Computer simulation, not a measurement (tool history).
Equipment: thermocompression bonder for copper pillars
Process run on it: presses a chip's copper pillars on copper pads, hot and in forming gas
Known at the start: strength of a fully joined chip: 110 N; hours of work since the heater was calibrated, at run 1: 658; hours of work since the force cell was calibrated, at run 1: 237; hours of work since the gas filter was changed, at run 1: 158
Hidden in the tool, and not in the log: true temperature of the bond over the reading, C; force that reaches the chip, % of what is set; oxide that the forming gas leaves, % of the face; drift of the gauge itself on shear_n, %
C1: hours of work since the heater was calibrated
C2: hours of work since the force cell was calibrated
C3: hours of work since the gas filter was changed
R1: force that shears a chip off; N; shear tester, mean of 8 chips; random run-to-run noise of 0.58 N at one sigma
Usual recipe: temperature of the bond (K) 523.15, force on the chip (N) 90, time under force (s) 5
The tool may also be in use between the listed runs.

{"run": 1, "hour": 0.0, "temperature of the bond (K)": 523.15, "force on the chip (N)": 90, "time under force (s)": 5, "C1": 658, "C2": 237, "C3": 158, "R1": 78.1}
{"hour": 29.0, "done": "forming gas filter changed"}
{"run": 2, "hour": 58.9, "temperature of the bond (K)": 523.15, "force on the chip (N)": 90, "time under force (s)": 5, "C1": 694, "C2": 273, "C3": 18, "R1": 84.3}
{"run": 3, "hour": 121.3, "temperature of the bond (K)": 523.15, "force on the chip (N)": 90, "time under force (s)": 5, "C1": 733, "C2": 311, "C3": 57, "R1": 82.6}
{"run": 4, "hour": 182.8, "temperature of the bond (K)": 523.15, "force on the chip (N)": 90, "time under force (s)": 5, "C1": 771, "C2": 349, "C3": 95, "R1": 80.5}
{"run": 5, "hour": 228.6, "temperature of the bond (K)": 523.15, "force on the chip (N)": 90, "time under force (s)": 5, "C1": 799, "C2": 377, "C3": 123, "R1": 79.6}
{"run": 6, "hour": 292.0, "temperature of the bond (K)": 523.15, "force on the chip (N)": 90, "time under force (s)": 5, "C1": 838, "C2": 417, "C3": 162, "R1": 77.7}
{"hour": 315.6, "done": "forming gas filter changed"}
{"run": 7, "hour": 355.5, "temperature of the bond (K)": 523.15, "force on the chip (N)": 90, "time under force (s)": 5, "C1": 877, "C2": 455, "C3": 25, "R1": 85.0}
{"run": 8, "hour": 386.7, "temperature of the bond (K)": 530.15, "force on the chip (N)": 90, "time under force (s)": 5, "C1": 896, "C2": 475, "C3": 44, "R1": 88.1}
{"run": 9, "hour": 446.6, "temperature of the bond (K)": 523.15, "force on the chip (N)": 72, "time under force (s)": 5, "C1": 933, "C2": 511, "C3": 81, "R1": 73.3}
{"run": 10, "hour": 503.7, "temperature of the bond (K)": 523.15, "force on the chip (N)": 72, "time under force (s)": 5, "C1": 968, "C2": 547, "C3": 116, "R1": 71.2}
{"run": 11, "hour": 545.6, "temperature of the bond (K)": 531.15, "force on the chip (N)": 72, "time under force (s)": 5, "C1": 994, "C2": 572, "C3": 142, "R1": 75.7}
{"run": 12, "hour": 584.4, "temperature of the bond (K)": 531.15, "force on the chip (N)": 72, "time under force (s)": 5, "C1": 1018, "C2": 596, "C3": 166, "R1": 73.8}
{"hour": 600.2, "done": "forming gas filter changed"}
{"run": 13, "hour": 639.0, "temperature of the bond (K)": 531.15, "force on the chip (N)": 72, "time under force (s)": 5, "C1": 1051, "C2": 630, "C3": 24, "R1": 81.0}
{"run": 14, "hour": 688.5, "temperature of the bond (K)": 531.15, "force on the chip (N)": 72, "time under force (s)": 5, "C1": 1082, "C2": 660, "C3": 54, "R1": 79.7}
{"run": 15, "hour": 741.1, "temperature of the bond (K)": 531.15, "force on the chip (N)": 72, "time under force (s)": 5, "C1": 1114, "C2": 692, "C3": 87, "R1": 78.1}
{"run": 16, "hour": 786.3, "temperature of the bond (K)": 531.15, "force on the chip (N)": 72, "time under force (s)": 5, "C1": 1142, "C2": 720, "C3": 115, "R1": 77.9}
{"run": 17, "hour": 841.2, "temperature of the bond (K)": 531.15, "force on the chip (N)": 72, "time under force (s)": 5, "C1": 1176, "C2": 754, "C3": 148, "R1": 75.9}
{"run": 18, "hour": 873.4, "temperature of the bond (K)": 506.15, "force on the chip (N)": 90, "time under force (s)": 5, "C1": 1195, "C2": 774, "C3": 168, "R1": 72.4}
{"hour": 888.7, "done": "forming gas filter changed"}
{"run": 19, "hour": 917.3, "temperature of the bond (K)": 523.15, "force on the chip (N)": 108, "time under force (s)": 5, "C1": 1222, "C2": 801, "C3": 18, "R1": 93.3}
{"run": 20, "hour": 973.0, "temperature of the bond (K)": 523.15, "force on the chip (N)": 108, "time under force (s)": 5, "C1": 1256, "C2": 835, "C3": 52, "R1": 93.6}
{"run": 21, "hour": 1018.0, "temperature of the bond (K)": 523.15, "force on the chip (N)": 108, "time under force (s)": 5, "C1": 1284, "C2": 863, "C3": 80, "R1": 93.1}
{"run": 22, "hour": 1046.6, "temperature of the bond (K)": 524.15, "force on the chip (N)": 84, "time under force (s)": 3, "C1": 1302, "C2": 880, "C3": 97, "R1": 72.2}
{"run": 23, "hour": 1077.2, "temperature of the bond (K)": 523.15, "force on the chip (N)": 90, "time under force (s)": 4, "C1": 1321, "C2": 899, "C3": 116, "R1": 80.0}
{"run": 24, "hour": 1118.4, "temperature of the bond (K)": 529.15, "force on the chip (N)": 129, "time under force (s)": 4, "C1": 1346, "C2": 925, "C3": 141, "R1": 92.7}
{"run": 25, "hour": 1156.9, "temperature of the bond (K)": 530.15, "force on the chip (N)": 69, "time under force (s)": 6, "C1": 1370, "C2": 948, "C3": 165, "R1": 77.3}
{"hour": 1173.7, "done": "forming gas filter changed"}
{"hour": 1179.4, "done": "force cell calibrated"}
{"run": 26, "hour": 1207.2, "temperature of the bond (K)": 515.15, "force on the chip (N)": 123, "time under force (s)": 11, "C1": 1400, "C2": 17, "C3": 20, "R1": 102.8}
{"run": 27, "hour": 1257.2, "temperature of the bond (K)": 515.15, "force on the chip (N)": 123, "time under force (s)": 11, "C1": 1430, "C2": 48, "C3": 51, "R1": 101.5}
{"run": 28, "hour": 1293.8, "temperature of the bond (K)": 541.15, "force on the chip (N)": 66, "time under force (s)": 10, "C1": 1453, "C2": 70, "C3": 73, "R1": 90.7}
{"run": 29, "hour": 1336.9, "temperature of the bond (K)": 523.15, "force on the chip (N)": 55, "time under force (s)": 7, "C1": 1479, "C2": 97, "C3": 100, "R1": 66.2}
{"run": 30, "hour": 1389.4, "temperature of the bond (K)": 523.15, "force on the chip (N)": 55, "time under force (s)": 7, "C1": 1512, "C2": 129, "C3": 132, "R1": 65.8}
{"hour": 1422.1, "done": "heater calibrated with a thermocouple chip"}
{"run": 31, "hour": 1441.8, "temperature of the bond (K)": 503.15, "force on the chip (N)": 90, "time under force (s)": 5, "C1": 12, "C2": 160, "C3": 163, "R1": 63.1}
{"hour": 1461.8, "done": "forming gas filter changed"}
{"run": 32, "hour": 1500.2, "temperature of the bond (K)": 503.15, "force on the chip (N)": 87, "time under force (s)": 5, "C1": 48, "C2": 196, "C3": 24, "R1": 66.4}
{"run": 33, "hour": 1539.2, "temperature of the bond (K)": 521.15, "force on the chip (N)": 91, "time under force (s)": 9, "C1": 72, "C2": 220, "C3": 48, "R1": 89.6}
{"run": 34, "hour": 1587.8, "temperature of the bond (K)": 521.15, "force on the chip (N)": 91, "time under force (s)": 9, "C1": 102, "C2": 250, "C3": 78, "R1": 88.4}
{"run": 35, "hour": 1642.6, "temperature of the bond (K)": 500.15, "force on the chip (N)": 58, "time under force (s)": 9, "C1": 136, "C2": 284, "C3": 111, "R1": 54.6}
{"run": 36, "hour": 1705.1, "temperature of the bond (K)": 512.15, "force on the chip (N)": 121, "time under force (s)": 6, "C1": 174, "C2": 322, "C3": 150, "R1": 85.6}
{"hour": 1746.4, "done": "forming gas filter changed"}
{"run": 37, "hour": 1760.2, "temperature of the bond (K)": 512.15, "force on the chip (N)": 121, "time under force (s)": 6, "C1": 208, "C2": 356, "C3": 8, "R1": 92.5}
{"run": 38, "hour": 1811.4, "temperature of the bond (K)": 501.15, "force on the chip (N)": 121, "time under force (s)": 3, "C1": 239, "C2": 387, "C3": 40, "R1": 71.3}
{"run": 39, "hour": 1852.4, "temperature of the bond (K)": 523.15, "force on the chip (N)": 65, "time under force (s)": 3, "C1": 264, "C2": 413, "C3": 65, "R1": 56.5}

Pick out some run-to-run changes in R1. Of each, how much would a tool without hidden state show as well, from the settings, what came in and chance, and how much is left for the hidden state and any gauge scatter not in both results compared?
Run 6 -> 7: forming gas filter changed. R1 +7.3 N: hidden state +6.8, all else +0.5.
Run 12 -> 13: forming gas filter changed. R1 +7.2 N: hidden state +6.7, all else +0.5.
Run 25 -> 26: temperature of the bond (K) 530.15 -> 515.15, force on the chip (N) 69 -> 123, time under force (s) 6 -> 11, forming gas filter changed, force cell calibrated. R1 +25.5 N: hidden state +0.7, all else +24.8.
Run 34 -> 35: temperature of the bond (K) 521.15 -> 500.15, force on the chip (N) 91 -> 58. R1 -33.8 N: hidden state +0.8, all else -34.6.
Run 35 -> 36: temperature of the bond (K) 500.15 -> 512.15, force on the chip (N) 58 -> 121, time under force (s) 9 -> 6. R1 +31.0 N: hidden state -4.0, all else +35.0.
Run 36 -> 37: forming gas filter changed. R1 +6.9 N: hidden state +7.2, all else -0.3.
